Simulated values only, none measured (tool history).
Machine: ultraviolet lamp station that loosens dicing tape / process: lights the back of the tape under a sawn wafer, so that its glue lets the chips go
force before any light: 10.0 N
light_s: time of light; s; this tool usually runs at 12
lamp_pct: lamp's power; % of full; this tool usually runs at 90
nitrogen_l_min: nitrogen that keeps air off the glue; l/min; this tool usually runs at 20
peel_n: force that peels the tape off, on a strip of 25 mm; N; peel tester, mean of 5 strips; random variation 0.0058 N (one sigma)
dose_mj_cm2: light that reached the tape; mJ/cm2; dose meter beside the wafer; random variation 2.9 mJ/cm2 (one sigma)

run,hour,light_s,lamp_pct,nitrogen_l_min,peel_n,dose_mj_cm2
1,0,12,90,20,0.218,371
2,39.3,12,90,20,0.233,366
3,69.5,13,90,20,0.195,391
4,89.1,12,90,20,0.238,362
5,107,12,90,20,0.249,360
6,128.1,12,99,20,0.205,395
# hour 157.1: window cleaned of glue's vapour
7,157.6,12,99,20,0.241,368
8,175.3,12,99,20,0.241,364
9,194,18,98,34,0.063,535
10,224.6,7,90,12,1.885,190
11,254.6,7,90,20,1.342,189
# hour 267.5: window cleaned of glue's vapour, once more
12,284.9,7,90,20,0.984,220

Here are 4 independent what-if runs from the current tool condition. What would each one return?
A,319.8,12,62,20,?,?
B,319.8,11,90,20,?,?
C,319.8,7,90,6,?,?
D,319.8,20,65,20,?,?

run,peel_n,dose_mj_cm2
A,0.677,254
B,0.321,341
C,2.454,216
D,0.142,440
Without the tool's hidden state the same runs would have given:
run,peel_n,dose_mj_cm2
A,0.447,296
B,0.206,397
C,1.955,252
D,0.097,513
